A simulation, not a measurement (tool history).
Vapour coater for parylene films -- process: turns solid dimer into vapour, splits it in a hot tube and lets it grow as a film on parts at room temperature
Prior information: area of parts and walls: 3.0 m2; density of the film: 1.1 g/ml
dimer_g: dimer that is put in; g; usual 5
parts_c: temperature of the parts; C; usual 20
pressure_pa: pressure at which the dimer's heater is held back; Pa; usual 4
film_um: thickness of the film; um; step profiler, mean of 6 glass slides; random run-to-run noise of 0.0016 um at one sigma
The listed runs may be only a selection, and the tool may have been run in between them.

run    hour  dimer_g  parts_c  pressure_pa  film_um
  1       0        5       20            4    0.762
  2    52.4        5       20            4    0.764
  3   116.6        4       20            4     0.61
  4   175.3        4       20         3.58    0.621
  5   235.7        4       20         3.58    0.618
  6     267        2       20            4    0.306
  7     301        2       20            4    0.305
      367.7  -- trap's valve overhauled
  8   371.6        5       20            4    0.764
  9   424.4        5       20            4    0.763
 10   475.1        5       26            4    0.641
 11   524.8        5       26            4    0.644
 12     588        5       26            4    0.642
 13   632.7        5       26            4    0.641
 14   678.7        5       26            4     0.64
 15   732.1        5       26            4    0.639
 16   788.9        5       20            4    0.763
      848.9  -- trap's valve overhauled
 17   853.6        5       20            4    0.763
 18   899.5        5       17            4    0.831
 19   944.5        5       20            4    0.763
 20   979.3        5       20            4     0.76
 21  1047.7        5       20            4    0.763
 22  1079.9        5       20            4    0.765
 23  1111.2        5       20         4.55     0.75
 24  1167.6        5       26         6.22    0.607
 25  1233.1        3       20         5.27    0.441
 26  1263.7        5       22            4    0.723
 27  1319.4        3       21         8.59    0.404
     1333.6  -- trap's valve overhauled
 28  1372.3        4       15         8.59    0.646
 29  1441.1        4       15         8.59    0.645
     1491.3  -- table's thermometer calibrated
 30  1499.2        4       15         8.59    0.644
 31    1554        4       15         8.59    0.643
 32  1600.9        4       15         8.59    0.641
 33  1663.6        4       13         3.23     0.77
 34  1694.4        7       17          9.4    1.047
 35  1749.6        3       21         3.05    0.458
 36  1790.4        3       29          4.2     0.35
     1814.9  -- trap's valve overhauled
 37  1823.6        3       29          4.2    0.351
 38  1876.7        5       20        10.97    0.675
 39  1943.7        5       20        10.97    0.675
 40    1985        3       12         7.64    0.534
 41  2034.1        9       20          4.7    1.347
 42  2072.1        4       15            4    0.707
 43  2121.7        4       15         8.09     0.65
 44  2181.8        8       20         5.38     1.18
 45  2210.2        3       17         9.65    0.451

Branching from run 45: 5 alternative next runs. What would each branch give?
  A  2264.3        5       13            4        ?
  B  2264.3        5       20            4        ?
  C  2264.3        7       17        11.36        ?
  D  2264.3        3       30         5.16        ?
  E  2264.3        3       17         7.56        ?

run  film_um
  A    0.938
  B    0.762
  C    1.026
  D    0.331
  E    0.462
With no hidden state in the tool, these same runs would have given:
run  film_um
  A    0.939
  B    0.763
  C    1.027
  D    0.331
  E    0.462
